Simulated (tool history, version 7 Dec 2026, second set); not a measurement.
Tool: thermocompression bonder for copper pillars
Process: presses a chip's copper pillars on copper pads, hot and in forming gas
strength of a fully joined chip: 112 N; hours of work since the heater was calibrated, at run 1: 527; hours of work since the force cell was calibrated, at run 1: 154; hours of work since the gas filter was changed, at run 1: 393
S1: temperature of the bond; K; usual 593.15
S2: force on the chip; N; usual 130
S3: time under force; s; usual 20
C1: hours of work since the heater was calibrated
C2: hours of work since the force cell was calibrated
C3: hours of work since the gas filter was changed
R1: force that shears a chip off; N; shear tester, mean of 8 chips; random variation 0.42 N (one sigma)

run 1 day=0 | S1=593.15 S2=130 S3=20 | C1=527 C2=154 C3=393 | R1=54.6
run 2 day=0.379 | S1=593.15 S2=130 S3=20 | C1=534 C2=161 C3=400 | R1=54.4
run 3 day=0.717 | S1=593.15 S2=130 S3=22 | C1=540 C2=168 C3=407 | R1=56.2
run 4 day=1.058 | S1=593.15 S2=130 S3=22 | C1=546 C2=174 C3=413 | R1=56.7
run 5 day=1.608 | S1=593.15 S2=130 S3=22 | C1=557 C2=184 C3=423 | R1=57.5
run 6 day=2.033 | S1=593.15 S2=130 S3=22 | C1=564 C2=192 C3=431 | R1=56.1

Forecast run 7:
run 7 day=2.512 | S1=593.15 S2=139 S3=20 | C1=573 C2=201 C3=440 | R1=?

Run 7 gave R1 57.2 N.
Without the tool's hidden state the same run would have given R1 57.2 N.

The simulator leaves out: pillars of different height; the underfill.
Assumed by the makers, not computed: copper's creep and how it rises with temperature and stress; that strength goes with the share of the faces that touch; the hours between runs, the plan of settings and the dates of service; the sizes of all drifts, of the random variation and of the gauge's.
